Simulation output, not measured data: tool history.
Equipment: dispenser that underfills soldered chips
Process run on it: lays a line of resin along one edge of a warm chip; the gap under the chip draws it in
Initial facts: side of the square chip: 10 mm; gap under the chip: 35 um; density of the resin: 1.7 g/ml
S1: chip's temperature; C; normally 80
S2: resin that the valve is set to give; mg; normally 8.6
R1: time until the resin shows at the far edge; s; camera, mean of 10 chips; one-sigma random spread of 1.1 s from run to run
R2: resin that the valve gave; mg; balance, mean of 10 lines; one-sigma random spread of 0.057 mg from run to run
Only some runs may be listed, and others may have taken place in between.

run 1 hour=0 | S1=80 S2=8.6 | R1=119.9 R2=8.19
run 2 hour=2.1 | S1=80 S2=8.6 | R1=131.7 R2=8.17
-- hour=6.3 new syringe of resin
run 3 hour=6.6 | S1=80 S2=8.6 | R1=104.6 R2=8.25
run 4 hour=9.9 | S1=80 S2=8.89 | R1=119.9 R2=8.42
run 5 hour=12.6 | S1=80 S2=8.89 | R1=136.6 R2=8.49
-- hour=15.9 new syringe of resin
run 6 hour=15.9 | S1=80 S2=8.6 | R1=101.1 R2=8.26
run 7 hour=18.1 | S1=80 S2=8.6 | R1=114 R2=8.2
run 8 hour=21.2 | S1=80 S2=10.94 | R1=126.1 R2=10.5
-- hour=25.7 new syringe of resin
-- hour=26.9 dispensing valve cleaned and set on the balance
run 9 hour=27.2 | S1=80 S2=10.94 | R1=100.7 R2=10.97
run 10 hour=30.1 | S1=80 S2=10.63 | R1=113.7 R2=10.7
run 11 hour=33.1 | S1=77 S2=10.56 | R1=149.7 R2=10.75
-- hour=36.7 new syringe of resin
run 12 hour=38 | S1=68 S2=8.07 | R1=202.2 R2=8.07
run 13 hour=41.3 | S1=80 S2=9.97 | R1=121.1 R2=9.95
run 14 hour=44.8 | S1=80 S2=10.39 | R1=138.9 R2=10.32
-- hour=46.4 new syringe of resin
run 15 hour=48.5 | S1=94 S2=8.65 | R1=59.6 R2=8.62
run 16 hour=52.3 | S1=71 S2=8.65 | R1=201.5 R2=8.65
-- hour=56.2 new syringe of resin
run 17 hour=57 | S1=72 S2=7.97 | R1=159.6 R2=7.92
run 18 hour=59.3 | S1=71 S2=10.04 | R1=177.8 R2=10.06
run 19 hour=62.3 | S1=93 S2=10.28 | R1=70.1 R2=10.14

Here are 5 independent what-if runs from the current tool condition. What would each one return?
run A hour=65 | S1=93 S2=8.74 | R1=? R2=?
run B hour=65 | S1=80 S2=9.34 | R1=? R2=?
run C hour=65 | S1=80 S2=8.1 | R1=? R2=?
run D hour=65 | S1=93 S2=10.01 | R1=? R2=?
run E hour=65 | S1=93 S2=7.33 | R1=? R2=?

run=A R1=79.4 R2=8.67
run=B R1=149.1 R2=9.24
run=C R1=150.8 R2=8.03
run=D R1=78.6 R2=9.95
run=E R1=84.5 R2=7.37
Take away the tool's hidden state, keep each run's random variation, and the runs would have read:
run=A R1=54.5 R2=8.73
run=B R1=102.4 R2=9.3
run=C R1=103.5 R2=8.08
run=D R1=54.3 R2=10.02
run=E R1=58 R2=7.42

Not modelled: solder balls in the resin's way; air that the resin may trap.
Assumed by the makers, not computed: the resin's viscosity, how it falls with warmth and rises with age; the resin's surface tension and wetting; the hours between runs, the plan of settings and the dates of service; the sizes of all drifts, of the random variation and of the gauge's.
